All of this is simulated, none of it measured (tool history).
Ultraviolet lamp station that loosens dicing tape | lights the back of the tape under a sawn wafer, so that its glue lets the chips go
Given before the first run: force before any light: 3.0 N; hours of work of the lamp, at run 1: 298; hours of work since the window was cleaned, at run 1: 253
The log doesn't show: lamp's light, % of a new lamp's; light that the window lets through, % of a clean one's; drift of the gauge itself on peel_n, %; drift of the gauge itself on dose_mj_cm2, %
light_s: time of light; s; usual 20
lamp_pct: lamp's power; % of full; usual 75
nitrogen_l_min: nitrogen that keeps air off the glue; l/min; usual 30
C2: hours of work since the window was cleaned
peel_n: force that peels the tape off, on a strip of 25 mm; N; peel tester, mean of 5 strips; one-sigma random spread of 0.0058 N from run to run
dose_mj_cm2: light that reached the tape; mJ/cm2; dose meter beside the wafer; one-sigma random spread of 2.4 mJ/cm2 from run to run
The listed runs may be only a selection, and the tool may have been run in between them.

Run 1, hour 0.0: usual settings; hours of work of the lamp 298; C2 253. Result: peel_n 0.200 N, dose_mj_cm2 220 mJ/cm2.
Run 2, hour 41.8: usual settings; hours of work of the lamp 315; C2 270. Result: peel_n 0.218 N, dose_mj_cm2 223 mJ/cm2.
Run 3, hour 70.9: usual settings but light_s 25 s; hours of work of the lamp 327; C2 282. Result: peel_n 0.135 N, dose_mj_cm2 279 mJ/cm2.
Run 4, hour 115.0: usual settings but light_s 25 s; hours of work of the lamp 344; C2 299. Result: peel_n 0.133 N, dose_mj_cm2 273 mJ/cm2.
Run 5, hour 142.9: usual settings but light_s 25 s; hours of work of the lamp 356; C2 311. Result: peel_n 0.142 N, dose_mj_cm2 270 mJ/cm2.
Run 6, hour 180.8: usual settings; hours of work of the lamp 371; C2 326. Result: peel_n 0.214 N, dose_mj_cm2 215 mJ/cm2.
Run 7, hour 202.8: usual settings; hours of work of the lamp 380; C2 335. Result: peel_n 0.204 N, dose_mj_cm2 218 mJ/cm2.
Run 8, hour 248.3: usual settings; hours of work of the lamp 398; C2 353. Result: peel_n 0.220 N, dose_mj_cm2 214 mJ/cm2.
Run 9, hour 283.3: usual settings; hours of work of the lamp 412; C2 367. Result: peel_n 0.219 N, dose_mj_cm2 212 mJ/cm2.
Run 10, hour 320.5: usual settings; hours of work of the lamp 427; C2 382. Result: peel_n 0.220 N, dose_mj_cm2 214 mJ/cm2.
Run 11, hour 348.2: usual settings; hours of work of the lamp 439; C2 394. Result: peel_n 0.216 N, dose_mj_cm2 208 mJ/cm2.
Run 12, hour 373.7: usual settings; hours of work of the lamp 449; C2 404. Result: peel_n 0.231 N, dose_mj_cm2 209 mJ/cm2.
Run 13, hour 399.2: usual settings but lamp_pct 68 % of full; hours of work of the lamp 459; C2 414. Result: peel_n 0.269 N, dose_mj_cm2 189 mJ/cm2.
Run 14, hour 440.7: usual settings but light_s 29 s; hours of work of the lamp 476; C2 431. Result: peel_n 0.133 N, dose_mj_cm2 301 mJ/cm2.
Run 15, hour 470.9: usual settings but light_s 14 s, lamp_pct 67 % of full, nitrogen_l_min 37 l/min; hours of work of the lamp 488; C2 443. Result: peel_n 0.478 N, dose_mj_cm2 130 mJ/cm2.
Run 16, hour 507.7: usual settings but light_s 30 s, lamp_pct 70 % of full, nitrogen_l_min 14 l/min; hours of work of the lamp 503; C2 458. Result: peel_n 0.226 N, dose_mj_cm2 284 mJ/cm2.
Run 17, hour 549.8: usual settings but light_s 30 s, lamp_pct 70 % of full, nitrogen_l_min 14 l/min; hours of work of the lamp 520; C2 475. Result: peel_n 0.235 N, dose_mj_cm2 286 mJ/cm2.
Run 18, hour 574.0: usual settings but lamp_pct 70 % of full, nitrogen_l_min 14 l/min; hours of work of the lamp 530; C2 485. Result: peel_n 0.500 N, dose_mj_cm2 187 mJ/cm2.
Run 19, hour 613.1: usual settings but nitrogen_l_min 10 l/min; hours of work of the lamp 545; C2 500. Result: peel_n 0.550 N, dose_mj_cm2 202 mJ/cm2.
Run 20, hour 652.8: usual settings but nitrogen_l_min 10 l/min; hours of work of the lamp 561; C2 516. Result: peel_n 0.531 N, dose_mj_cm2 202 mJ/cm2.
Run 21, hour 679.4: usual settings but lamp_pct 61 % of full, nitrogen_l_min 28 l/min; hours of work of the lamp 572; C2 527. Result: peel_n 0.393 N, dose_mj_cm2 160 mJ/cm2.
Run 22, hour 722.8: usual settings but lamp_pct 61 % of full, nitrogen_l_min 28 l/min; hours of work of the lamp 590; C2 545. Result: peel_n 0.388 N, dose_mj_cm2 164 mJ/cm2.
Run 23, hour 764.2: usual settings but lamp_pct 60 % of full, nitrogen_l_min 25 l/min; hours of work of the lamp 606; C2 561. Result: peel_n 0.444 N, dose_mj_cm2 158 mJ/cm2.
Run 24, hour 789.0: usual settings but light_s 23 s, lamp_pct 60 % of full; hours of work of the lamp 616; C2 571. Result: peel_n 0.295 N, dose_mj_cm2 180 mJ/cm2.
Run 25, hour 816.2: usual settings but light_s 29 s, lamp_pct 65 % of full, nitrogen_l_min 50 l/min; hours of work of the lamp 627; C2 582. Result: peel_n 0.130 N, dose_mj_cm2 243 mJ/cm2.
Run 26, hour 856.8: usual settings but lamp_pct 65 % of full, nitrogen_l_min 50 l/min; hours of work of the lamp 644; C2 599. Result: peel_n 0.245 N, dose_mj_cm2 161 mJ/cm2.
Run 27, hour 899.3: usual settings but light_s 25 s, lamp_pct 65 % of full, nitrogen_l_min 50 l/min; hours of work of the lamp 661; C2 616. Result: peel_n 0.166 N, dose_mj_cm2 206 mJ/cm2.

Consider 5 possible next runs. They are alternatives, not a sequence: every one starts from the tool as it was left by run 27. What does each give?
At hour 914.4: window cleaned of glue's vapour.
Run A, hour 929.5: usual settings but light_s 11 s, lamp_pct 68 % of full, nitrogen_l_min 10 l/min; hours of work of the lamp 673; C2 6. Result: peel_n ?, dose_mj_cm2 ?.
At hour 914.4: window cleaned of glue's vapour.
Run B, hour 929.5: usual settings but light_s 25 s, lamp_pct 65 % of full, nitrogen_l_min 13 l/min; hours of work of the lamp 673; C2 6. Result: peel_n ?, dose_mj_cm2 ?.
At hour 914.4: window cleaned of glue's vapour.
Run C, hour 929.5: usual settings but light_s 25 s, lamp_pct 89 % of full, nitrogen_l_min 50 l/min; hours of work of the lamp 673; C2 6. Result: peel_n ?, dose_mj_cm2 ?.
At hour 914.4: window cleaned of glue's vapour.
Run D, hour 929.5: usual settings but nitrogen_l_min 51 l/min; hours of work of the lamp 673; C2 6. Result: peel_n ?, dose_mj_cm2 ?.
At hour 914.4: window cleaned of glue's vapour.
Run E, hour 929.5: usual settings but light_s 25 s, lamp_pct 65 % of full, nitrogen_l_min 14 l/min; hours of work of the lamp 673; C2 6. Result: peel_n ?, dose_mj_cm2 ?.

run  peel_n  dose_mj_cm2
  A   1.173          108
  B   0.342          234
  C   0.088          321
  D   0.154          214
  E   0.328          235
What these runs would have given with no unlogged condition in the tool:
run  peel_n  dose_mj_cm2
  A   0.971          129
  B   0.238          282
  C   0.079          387
  D   0.115          258
  E   0.230          283
